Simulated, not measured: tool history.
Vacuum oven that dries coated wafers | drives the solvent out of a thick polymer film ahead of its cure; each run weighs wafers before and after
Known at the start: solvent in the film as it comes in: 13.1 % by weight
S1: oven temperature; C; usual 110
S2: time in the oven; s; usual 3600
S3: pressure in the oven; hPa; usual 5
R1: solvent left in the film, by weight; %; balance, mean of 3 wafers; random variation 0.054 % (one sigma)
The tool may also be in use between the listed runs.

| run | hour | S1 | S2 | S3 | R1 |
|---|---|---|---|---|---|
| 1 | 0 | 110 | 3600 | 5 | 2.52 |
| 2 | 29.5 | 110 | 3600 | 5 | 2.49 |
| 3 | 88.6 | 108 | 3600 | 5 | 2.86 |
| 4 | 132.2 | 108 | 3600 | 4.18 | 2.79 |
| 5 | 177.3 | 110 | 3600 | 5.64 | 2.63 |
| 6 | 235 | 110 | 3600 | 5.64 | 2.64 |
| 7 | 264 | 110 | 3600 | 5.64 | 2.7 |
| 8 | 304.4 | 124 | 3600 | 5.64 | 0.96 |
| 9 | 347.8 | 124 | 3600 | 5.64 | 0.95 |
| 10 | 391.4 | 124 | 3600 | 5.64 | 0.97 |
| 11 | 423.6 | 110 | 3600 | 5 | 2.67 |
| 12 | 456.2 | 110 | 3600 | 5 | 2.66 |
| 13 | 482.4 | 110 | 3600 | 5 | 2.78 |
| 14 | 510.8 | 110 | 3600 | 5 | 2.74 |
| 15 | 542.6 | 110 | 2220 | 5 | 4.38 |
| 16 | 579.4 | 110 | 2220 | 5 | 4.28 |
| 17 | 616.1 | 110 | 3600 | 5 | 2.83 |
| 18 | 649 | 110 | 3600 | 5 | 2.92 |
| 19 | 681.8 | 110 | 3600 | 5 | 2.75 |
| 20 | 719.8 | 110 | 3600 | 4.02 | 2.76 |
| 21 | 771.2 | 110 | 3600 | 4.02 | 2.85 |
| 22 | 797.4 | 110 | 3600 | 4.02 | 2.75 |
| 23 | 859.8 | 110 | 3600 | 4.02 | 2.81 |
| 24 | 915.8 | 110 | 3600 | 4.02 | 2.83 |
| 25 | 978.3 | 95 | 2520 | 3.46 | 7.69 |
| 26 | 1009.9 | 124 | 3900 | 13.21 | 1.85 |
| 27 | 1066.6 | 103 | 4680 | 11.97 | 5.32 |
| 28 | 1123.2 | 103 | 4680 | 11.97 | 5.17 |
| 29 | 1153.4 | 100 | 3720 | 11.97 | 6.56 |
| 30 | 1198 | 100 | 6360 | 6.72 | 4.35 |
| 31 | 1242 | 123 | 2340 | 9.97 | 2.27 |
| 32 | 1287.6 | 123 | 3780 | 4.6 | 1.27 |
| 33 | 1349.9 | 122 | 3600 | 5 | 1.4 |
| 34 | 1387 | 101 | 4560 | 5.9 | 5.08 |
| 35 | 1416.4 | 101 | 4560 | 5.9 | 5.15 |
| 36 | 1473.9 | 107 | 3240 | 13.16 | 5.7 |
| 37 | 1517 | 107 | 4320 | 19.24 | 5.77 |
| 38 | 1580.3 | 110 | 4800 | 5.23 | 2.85 |
| 39 | 1621 | 110 | 4800 | 5.23 | 2.84 |
| 40 | 1661.1 | 110 | 4800 | 5.23 | 2.87 |
| 41 | 1699.6 | 97 | 4860 | 2.56 | 5.71 |
| 42 | 1741.7 | 115 | 3300 | 2.67 | 2.43 |
| 43 | 1786.6 | 115 | 3300 | 2.67 | 2.5 |
| 44 | 1839 | 115 | 3300 | 2.67 | 2.62 |
| 45 | 1898.2 | 95 | 2820 | 19.4 | 10.04 |
|  | 1945.9 | oven's thermocouples calibrated |
| 46 | 1956.8 | 110 | 3780 | 5 | 2.85 |

Hidden state or all else? Some run-to-run changes of R1, split into what the settings, what came in and random variation would give without the hidden state, and what is left for the hidden state (with any gauge scatter that isn't in both results):
The hidden state here: true wafer temperature over the reading, C; true pressure over the reading, kPa; drift of the gauge itself on solvent_pct, %.
Run 25 -> 26: S1 95 -> 124, S2 2520 -> 3900, S3 3.46 -> 13.21. R1 -5.84 %: hidden state -0.57, all else -5.27.
Run 26 -> 27: S1 124 -> 103, S2 3900 -> 4680, S3 13.21 -> 11.97. R1 +3.47 %: hidden state +0.85, all else +2.62.
Run 33 -> 34: S1 122 -> 101, S2 3600 -> 4560, S3 5 -> 5.9. R1 +3.68 %: hidden state +0.96, all else +2.72.
Run 44 -> 45: S1 115 -> 95, S2 3300 -> 2820, S3 2.67 -> 19.4. R1 +7.42 %: hidden state +0.45, all else +6.97.
Run 45 -> 46: S1 95 -> 110, S2 2820 -> 3780, S3 19.4 -> 5, oven's thermocouples calibrated. R1 -7.19 %: hidden state -0.8, all else -6.39.
